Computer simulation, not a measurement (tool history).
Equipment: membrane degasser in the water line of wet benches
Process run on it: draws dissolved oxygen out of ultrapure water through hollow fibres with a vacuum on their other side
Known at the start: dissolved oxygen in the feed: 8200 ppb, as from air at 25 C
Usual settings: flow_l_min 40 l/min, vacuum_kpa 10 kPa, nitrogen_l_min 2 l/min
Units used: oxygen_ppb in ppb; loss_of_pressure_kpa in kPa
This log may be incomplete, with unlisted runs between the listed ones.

{"run": 1, "hour": 0.0, "flow_l_min": 40, "vacuum_kpa": 10, "nitrogen_l_min": 2, "oxygen_ppb": 309.8, "loss_of_pressure_kpa": 42.72}
{"run": 2, "hour": 94.7, "flow_l_min": 40, "vacuum_kpa": 10, "nitrogen_l_min": 2, "oxygen_ppb": 308.1, "loss_of_pressure_kpa": 43.29}
{"run": 3, "hour": 188.6, "flow_l_min": 40, "vacuum_kpa": 10, "nitrogen_l_min": 2, "oxygen_ppb": 309.3, "loss_of_pressure_kpa": 42.34}
{"run": 4, "hour": 402.9, "flow_l_min": 40, "vacuum_kpa": 10, "nitrogen_l_min": 4.45, "oxygen_ppb": 158.5, "loss_of_pressure_kpa": 42.95}
{"run": 5, "hour": 566.4, "flow_l_min": 40, "vacuum_kpa": 10, "nitrogen_l_min": 2, "oxygen_ppb": 312.9, "loss_of_pressure_kpa": 43.15}
{"hour": 747.7, "done": "seals of the vacuum lines changed"}
{"run": 6, "hour": 747.8, "flow_l_min": 40, "vacuum_kpa": 10, "nitrogen_l_min": 2, "oxygen_ppb": 304.6, "loss_of_pressure_kpa": 43.08}
{"run": 7, "hour": 915.3, "flow_l_min": 40, "vacuum_kpa": 10, "nitrogen_l_min": 2, "oxygen_ppb": 308.4, "loss_of_pressure_kpa": 42.6}
{"run": 8, "hour": 1139.3, "flow_l_min": 63, "vacuum_kpa": 10, "nitrogen_l_min": 2, "oxygen_ppb": 466.6, "loss_of_pressure_kpa": 67.43}
{"run": 9, "hour": 1321.3, "flow_l_min": 40, "vacuum_kpa": 10, "nitrogen_l_min": 2, "oxygen_ppb": 309.6, "loss_of_pressure_kpa": 43.12}
{"run": 10, "hour": 1441.1, "flow_l_min": 37, "vacuum_kpa": 10, "nitrogen_l_min": 2, "oxygen_ppb": 286.5, "loss_of_pressure_kpa": 39.63}
{"run": 11, "hour": 1552.8, "flow_l_min": 51, "vacuum_kpa": 10, "nitrogen_l_min": 2, "oxygen_ppb": 379.4, "loss_of_pressure_kpa": 54.06}
{"run": 12, "hour": 1683.8, "flow_l_min": 51, "vacuum_kpa": 10, "nitrogen_l_min": 2, "oxygen_ppb": 383.3, "loss_of_pressure_kpa": 54.77}
{"run": 13, "hour": 1795.1, "flow_l_min": 40, "vacuum_kpa": 10, "nitrogen_l_min": 2, "oxygen_ppb": 304.8, "loss_of_pressure_kpa": 42.4}
{"run": 14, "hour": 1942.3, "flow_l_min": 40, "vacuum_kpa": 10, "nitrogen_l_min": 2, "oxygen_ppb": 308.9, "loss_of_pressure_kpa": 42.8}
{"run": 15, "hour": 2146.8, "flow_l_min": 29, "vacuum_kpa": 10, "nitrogen_l_min": 2, "oxygen_ppb": 231.2, "loss_of_pressure_kpa": 31.32}
{"run": 16, "hour": 2306.1, "flow_l_min": 29, "vacuum_kpa": 10, "nitrogen_l_min": 2, "oxygen_ppb": 229.8, "loss_of_pressure_kpa": 31.28}
{"run": 17, "hour": 2409.7, "flow_l_min": 29, "vacuum_kpa": 14, "nitrogen_l_min": 2, "oxygen_ppb": 354.8, "loss_of_pressure_kpa": 31.03}
{"run": 18, "hour": 2518.7, "flow_l_min": 42, "vacuum_kpa": 9.2, "nitrogen_l_min": 2, "oxygen_ppb": 288.6, "loss_of_pressure_kpa": 45.23}
{"run": 19, "hour": 2662.0, "flow_l_min": 32, "vacuum_kpa": 7, "nitrogen_l_min": 2, "oxygen_ppb": 144.9, "loss_of_pressure_kpa": 34.36}
{"run": 20, "hour": 2856.7, "flow_l_min": 41, "vacuum_kpa": 10, "nitrogen_l_min": 4.22, "oxygen_ppb": 171.9, "loss_of_pressure_kpa": 43.88}
{"run": 21, "hour": 3072.9, "flow_l_min": 41, "vacuum_kpa": 10, "nitrogen_l_min": 4.22, "oxygen_ppb": 171.6, "loss_of_pressure_kpa": 43.67}
{"hour": 3103.6, "done": "vacuum gauge calibrated"}
{"run": 22, "hour": 3256.8, "flow_l_min": 41, "vacuum_kpa": 10, "nitrogen_l_min": 4.22, "oxygen_ppb": 168.9, "loss_of_pressure_kpa": 43.8}
{"run": 23, "hour": 3480.6, "flow_l_min": 41, "vacuum_kpa": 10, "nitrogen_l_min": 4.22, "oxygen_ppb": 170.6, "loss_of_pressure_kpa": 43.88}
{"run": 24, "hour": 3662.8, "flow_l_min": 34, "vacuum_kpa": 10, "nitrogen_l_min": 2, "oxygen_ppb": 266.7, "loss_of_pressure_kpa": 36.54}
{"run": 25, "hour": 3842.4, "flow_l_min": 34, "vacuum_kpa": 10, "nitrogen_l_min": 2, "oxygen_ppb": 266.6, "loss_of_pressure_kpa": 36.33}
{"run": 26, "hour": 4041.3, "flow_l_min": 40, "vacuum_kpa": 10, "nitrogen_l_min": 0.87, "oxygen_ppb": 593.2, "loss_of_pressure_kpa": 42.96}
{"run": 27, "hour": 4254.4, "flow_l_min": 40, "vacuum_kpa": 10, "nitrogen_l_min": 4.14, "oxygen_ppb": 168.9, "loss_of_pressure_kpa": 43.26}
{"run": 28, "hour": 4409.5, "flow_l_min": 24, "vacuum_kpa": 13.3, "nitrogen_l_min": 4.83, "oxygen_ppb": 126.3, "loss_of_pressure_kpa": 25.86}
{"run": 29, "hour": 4521.6, "flow_l_min": 40, "vacuum_kpa": 23.1, "nitrogen_l_min": 2.41, "oxygen_ppb": 713.8, "loss_of_pressure_kpa": 42.65}
{"run": 30, "hour": 4686.2, "flow_l_min": 55, "vacuum_kpa": 10, "nitrogen_l_min": 2, "oxygen_ppb": 413.1, "loss_of_pressure_kpa": 59.09}
{"run": 31, "hour": 4861.0, "flow_l_min": 40, "vacuum_kpa": 10, "nitrogen_l_min": 1.95, "oxygen_ppb": 314.8, "loss_of_pressure_kpa": 43.09}
{"run": 32, "hour": 5062.8, "flow_l_min": 39, "vacuum_kpa": 8.5, "nitrogen_l_min": 2, "oxygen_ppb": 236.1, "loss_of_pressure_kpa": 41.81}

Alternative continuations, all from the tool just after run 32; predict every row:
{"run": "A", "hour": 5220.8, "flow_l_min": 52, "vacuum_kpa": 8.8, "nitrogen_l_min": 4.56, "oxygen_ppb": "?", "loss_of_pressure_kpa": "?"}
{"run": "B", "hour": 5220.8, "flow_l_min": 27, "vacuum_kpa": 7.8, "nitrogen_l_min": 1.67, "oxygen_ppb": "?", "loss_of_pressure_kpa": "?"}
{"run": "C", "hour": 5220.8, "flow_l_min": 25, "vacuum_kpa": 6.4, "nitrogen_l_min": 1.08, "oxygen_ppb": "?", "loss_of_pressure_kpa": "?"}
{"run": "D", "hour": 5220.8, "flow_l_min": 39, "vacuum_kpa": 6.8, "nitrogen_l_min": 2, "oxygen_ppb": "?", "loss_of_pressure_kpa": "?"}

run=A oxygen_ppb=172.9 loss_of_pressure_kpa=55.66
run=B oxygen_ppb=171.2 loss_of_pressure_kpa=28.88
run=C oxygen_ppb=160.2 loss_of_pressure_kpa=26.79
run=D oxygen_ppb=172.2 loss_of_pressure_kpa=41.91
The same runs, with their run-to-run variation unchanged, on a tool lacking any hidden condition would have given:
run=A oxygen_ppb=172.7 loss_of_pressure_kpa=55.6
run=B oxygen_ppb=171.1 loss_of_pressure_kpa=28.85
run=C oxygen_ppb=160.1 loss_of_pressure_kpa=26.76
run=D oxygen_ppb=172 loss_of_pressure_kpa=41.86

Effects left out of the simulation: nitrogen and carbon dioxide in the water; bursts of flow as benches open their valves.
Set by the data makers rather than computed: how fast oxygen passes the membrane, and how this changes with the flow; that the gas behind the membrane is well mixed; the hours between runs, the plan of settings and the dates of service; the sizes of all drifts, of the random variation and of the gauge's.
